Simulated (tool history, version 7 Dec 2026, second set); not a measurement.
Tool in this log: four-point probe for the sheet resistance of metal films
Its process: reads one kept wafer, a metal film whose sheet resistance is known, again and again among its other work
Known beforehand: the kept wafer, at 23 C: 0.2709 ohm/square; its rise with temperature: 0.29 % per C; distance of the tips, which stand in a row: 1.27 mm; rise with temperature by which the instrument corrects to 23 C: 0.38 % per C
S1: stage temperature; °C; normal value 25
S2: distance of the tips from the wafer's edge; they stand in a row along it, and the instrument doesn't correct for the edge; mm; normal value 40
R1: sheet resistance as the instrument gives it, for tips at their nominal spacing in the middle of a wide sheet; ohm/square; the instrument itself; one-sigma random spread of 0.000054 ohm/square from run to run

Run 1, hour 0: usual settings. Result: R1 0.272355 ohm/square.
Run 2, hour 70.2: usual settings but S1 23 °C. Result: R1 0.272821 ohm/square.
Run 3, hour 134.3: usual settings but S1 23 °C, S2 43 mm. Result: R1 0.272818 ohm/square.
Run 4, hour 215.5: usual settings but S1 23 °C, S2 43 mm. Result: R1 0.272916 ohm/square.
Run 5, hour 272: usual settings but S1 23 °C, S2 43 mm. Result: R1 0.272975 ohm/square.
Run 6, hour 345.2: usual settings but S2 9 mm. Result: R1 0.275153 ohm/square.
Run 7, hour 424.1: usual settings but S1 28 °C, S2 9 mm. Result: R1 0.27451 ohm/square.
At hour 429.3: stage's thermometer calibrated.
Run 8, hour 505.4: usual settings but S1 28 °C, S2 9 mm. Result: R1 0.274491 ohm/square.
Run 9, hour 580.9: usual settings but S1 32 °C. Result: R1 0.270682 ohm/square.
At hour 619.4: stage's thermometer calibrated, once more.
Run 10, hour 621.7: usual settings but S1 32 °C. Result: R1 0.270971 ohm/square.
Run 11, hour 692.1: usual settings but S1 20 °C. Result: R1 0.274213 ohm/square.
Run 12, hour 754.7: usual settings but S1 20 °C. Result: R1 0.274317 ohm/square.
Run 13, hour 815.3: usual settings but S1 20 °C. Result: R1 0.274227 ohm/square.
Run 14, hour 865.9: usual settings but S1 18 °C, S2 4 mm. Result: R1 0.288917 ohm/square.
Run 15, hour 928.4: usual settings but S1 18 °C, S2 4 mm. Result: R1 0.288929 ohm/square.
Run 16, hour 1006.6: usual settings but S1 18 °C, S2 11 mm. Result: R1 0.276828 ohm/square.
Run 17, hour 1088.4: usual settings but S1 21 °C, S2 70 mm. Result: R1 0.274112 ohm/square.
Run 18, hour 1170.3: usual settings but S1 21 °C, S2 70 mm. Result: R1 0.274166 ohm/square.
At hour 1180.8: new probe head fitted.
Run 19, hour 1229.1: usual settings but S1 32 °C, S2 12 mm. Result: R1 0.268869 ohm/square.
Run 20, hour 1313.5: usual settings but S1 28 °C, S2 11 mm. Result: R1 0.270186 ohm/square.
Run 21, hour 1382.4: usual settings but S1 28 °C, S2 11 mm. Result: R1 0.270299 ohm/square.
Run 22, hour 1440.2: usual settings but S1 33 °C, S2 15 mm. Result: R1 0.268227 ohm/square.
Run 23, hour 1513.5: usual settings but S1 33 °C, S2 15 mm. Result: R1 0.2683 ohm/square.

Alternative continuations, all from the tool just after run 23; predict every row:
Run A, hour 1555.4: usual settings but S2 11 mm. Result: R1 ?.
Run B, hour 1555.4: usual settings but S1 26 °C, S2 8 mm. Result: R1 ?.
Run C, hour 1555.4: usual settings but S1 33 °C, S2 12 mm. Result: R1 ?.
Run D, hour 1555.4: usual settings but S1 19 °C, S2 17 mm. Result: R1 ?.
Run E, hour 1555.4: usual settings but S1 29 °C, S2 7 mm. Result: R1 ?.

run        R1
  A  0.271175
  B  0.272631
  C  0.268846
  D  0.271858
  E  0.272881
With the hidden condition removed and each run's random variation left untouched, the same runs would have given:
run        R1
  A  0.272252
  B  0.273712
  C  0.269911
  D  0.272939
  E  0.273962

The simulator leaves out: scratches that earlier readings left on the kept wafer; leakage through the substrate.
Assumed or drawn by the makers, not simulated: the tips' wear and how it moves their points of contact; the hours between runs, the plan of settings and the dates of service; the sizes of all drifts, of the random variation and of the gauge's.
